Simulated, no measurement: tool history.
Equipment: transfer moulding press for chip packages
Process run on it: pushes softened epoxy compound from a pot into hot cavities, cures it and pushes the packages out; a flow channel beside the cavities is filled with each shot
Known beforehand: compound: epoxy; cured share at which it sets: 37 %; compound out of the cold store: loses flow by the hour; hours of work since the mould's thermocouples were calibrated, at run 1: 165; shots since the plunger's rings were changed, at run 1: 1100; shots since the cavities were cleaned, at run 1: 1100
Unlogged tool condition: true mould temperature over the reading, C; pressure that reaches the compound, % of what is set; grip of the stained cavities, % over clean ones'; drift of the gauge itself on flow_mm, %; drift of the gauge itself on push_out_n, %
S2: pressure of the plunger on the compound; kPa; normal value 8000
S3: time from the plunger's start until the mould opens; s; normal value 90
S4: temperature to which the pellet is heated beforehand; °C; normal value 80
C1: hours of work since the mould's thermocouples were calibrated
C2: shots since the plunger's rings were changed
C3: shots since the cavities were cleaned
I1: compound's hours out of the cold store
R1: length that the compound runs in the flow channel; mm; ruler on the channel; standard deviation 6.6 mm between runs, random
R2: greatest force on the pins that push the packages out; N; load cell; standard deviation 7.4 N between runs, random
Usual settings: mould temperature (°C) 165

Run 1, hour 0.0: usual settings; C1 165; C2 1100; C3 1100; I1 32.2. Result: R1 668 mm, R2 587 N.
At hour 4.1: cavities cleaned with cleaning compound and waxed.
Run 2, hour 14.2: usual settings; C1 175; C2 1276; C3 141; I1 17.5. Result: R1 695 mm, R2 374 N.
Run 3, hour 26.0: usual settings; C1 184; C2 1440; C3 305; I1 12.1. Result: R1 698 mm, R2 453 N.
Run 4, hour 35.3: usual settings; C1 191; C2 1569; C3 434; I1 35.8. Result: R1 660 mm, R2 458 N.
Run 5, hour 41.9: usual settings but S4 84 °C; C1 196; C2 1660; C3 525; I1 33.0. Result: R1 665 mm, R2 463 N.
Run 6, hour 51.3: usual settings but S4 84 °C; C1 204; C2 1791; C3 656; I1 35.3. Result: R1 662 mm, R2 496 N.
Run 7, hour 64.0: usual settings but mould temperature (°C) 158, S2 9550 kPa, S3 106 s, S4 77 °C; C1 214; C2 1967; C3 832; I1 38.2. Result: R1 731 mm, R2 599 N.
Run 8, hour 74.4: usual settings but mould temperature (°C) 173, S2 7880 kPa, S3 93 s, S4 77 °C; C1 222; C2 2111; C3 976; I1 26.0. Result: R1 641 mm, R2 446 N.
Run 9, hour 82.6: usual settings but mould temperature (°C) 170, S2 9290 kPa, S3 73 s; C1 228; C2 2224; C3 1089; I1 16.1. Result: R1 725 mm, R2 627 N.
At hour 88.3: cavities cleaned with cleaning compound and waxed.
Run 10, hour 95.6: usual settings but mould temperature (°C) 170, S2 9290 kPa, S3 73 s; C1 237; C2 2384; C3 101; I1 31.6. Result: R1 681 mm, R2 376 N.
Run 11, hour 102.6: usual settings but mould temperature (°C) 172, S2 7140 kPa, S3 88 s, S4 75 °C; C1 242; C2 2482; C3 199; I1 30.3. Result: R1 593 mm, R2 334 N.
Run 12, hour 114.2: usual settings but mould temperature (°C) 172, S2 7140 kPa, S3 88 s, S4 75 °C; C1 252; C2 2643; C3 360; I1 35.5. Result: R1 592 mm, R2 373 N.

What if the next run were any one of these 5? Each begins from the tool's condition after run 12:
Run A, hour 125.0: usual settings but S2 6310 kPa, S3 107 s, S4 81 °C; C1 260; C2 2792; C3 509; I1 40.3. Result: R1 ?, R2 ?.
Run B, hour 125.0: usual settings but S3 115 s, S4 73 °C; C1 260; C2 2792; C3 509; I1 31.1. Result: R1 ?, R2 ?.
Run C, hour 125.0: usual settings but mould temperature (°C) 172, S2 9840 kPa, S3 88 s; C1 260; C2 2792; C3 509; I1 44.5. Result: R1 ?, R2 ?.
Run D, hour 125.0: usual settings but S2 6210 kPa, S3 88 s, S4 88 °C; C1 260; C2 2792; C3 509; I1 47.3. Result: R1 ?, R2 ?.
Run E, hour 125.0: usual settings but mould temperature (°C) 162; C1 260; C2 2792; C3 509; I1 19.2. Result: R1 ?, R2 ?.

run   R1   R2
  A  552  404
  B  642  413
  C  664  396
  D  542  469
  E  669  576
Without the tool's hidden state the same runs would have given:
run   R1   R2
  A  591  254
  B  688  262
  C  711  252
  D  580  299
  E  716  370
